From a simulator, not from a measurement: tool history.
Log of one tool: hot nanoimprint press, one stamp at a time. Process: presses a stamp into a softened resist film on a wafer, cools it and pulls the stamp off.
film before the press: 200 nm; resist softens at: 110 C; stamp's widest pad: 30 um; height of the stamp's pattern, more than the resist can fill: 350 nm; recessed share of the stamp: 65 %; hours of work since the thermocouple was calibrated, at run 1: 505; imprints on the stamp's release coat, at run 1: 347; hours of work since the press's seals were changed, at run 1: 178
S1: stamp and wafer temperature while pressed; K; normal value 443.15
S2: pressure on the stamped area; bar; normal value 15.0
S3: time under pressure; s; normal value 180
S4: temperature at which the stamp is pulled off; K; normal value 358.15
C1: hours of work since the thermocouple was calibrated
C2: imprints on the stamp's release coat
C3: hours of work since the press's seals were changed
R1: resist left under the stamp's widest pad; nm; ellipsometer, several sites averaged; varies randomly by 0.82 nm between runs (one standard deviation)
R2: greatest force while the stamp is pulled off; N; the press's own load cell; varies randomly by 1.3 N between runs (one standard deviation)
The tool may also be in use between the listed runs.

run	hour	S1	S2	S3	S4	C1	C2	C3	R1	R2
1	0.0	443.15	15.0	180	358.15	505	347	178	118.9	100
2	9.9	443.15	15.0	180	358.15	509	374	182	117.9	101
3	19.8	443.15	15.0	180	358.15	513	401	186	118.7	98
4	26.8	443.15	15.0	180	358.15	516	420	189	119.7	103
5	34.5	443.15	15.0	180	358.15	519	441	192	118.3	102
# hour 39.3: plate thermocouple calibrated
6	49.3	443.15	15.0	180	358.15	4	473	197	107.5	100
7	55.2	443.15	15.0	180	358.15	7	489	199	108.7	103
8	68.4	443.15	15.0	180	358.15	12	525	205	107.7	100
9	75.9	443.15	15.0	180	360.15	15	545	208	108.1	100
10	83.9	443.15	15.0	180	360.15	19	567	211	108.9	101
11	95.3	446.15	15.0	180	358.15	23	598	216	96.8	105
12	102.4	443.15	15.0	251	346.15	26	617	219	97.9	110
13	110.7	431.15	15.0	180	358.15	30	639	222	165.2	101
14	118.7	432.15	12.3	141	344.15	33	661	226	172.8	112
15	127.7	432.15	12.3	141	344.15	37	685	229	173.7	115
16	138.5	432.15	12.3	141	344.15	41	714	234	174.5	112
17	145.9	432.15	12.3	141	352.15	44	734	237	176.2	110
18	155.7	443.15	10.9	180	358.15	48	761	241	124.9	105
19	161.4	443.15	10.0	237	364.15	51	777	243	118.2	98
20	173.3	443.15	9.1	180	347.15	56	809	248	133.2	110
21	179.3	449.15	12.8	180	347.15	58	825	251	90.9	112
22	186.2	449.15	12.8	180	347.15	61	844	254	91.9	111

Hidden condition of the tool, last listed run before each entry between runs versus first listed run after:
Between runs 5 and 6: plate thermocouple calibrated (hour 39.3)
  true temperature over the reading, C: -2.15 -> -0.13; pressure that arrives at the usual setting, %: 99.39 -> 99.37; grip of the stamp's worn release coat, % over a new coat's: 4.7 -> 5
  measured value less the no-hidden-state value, R1: +10.3 -> +0.9 nm; R2: +6 -> +5 N
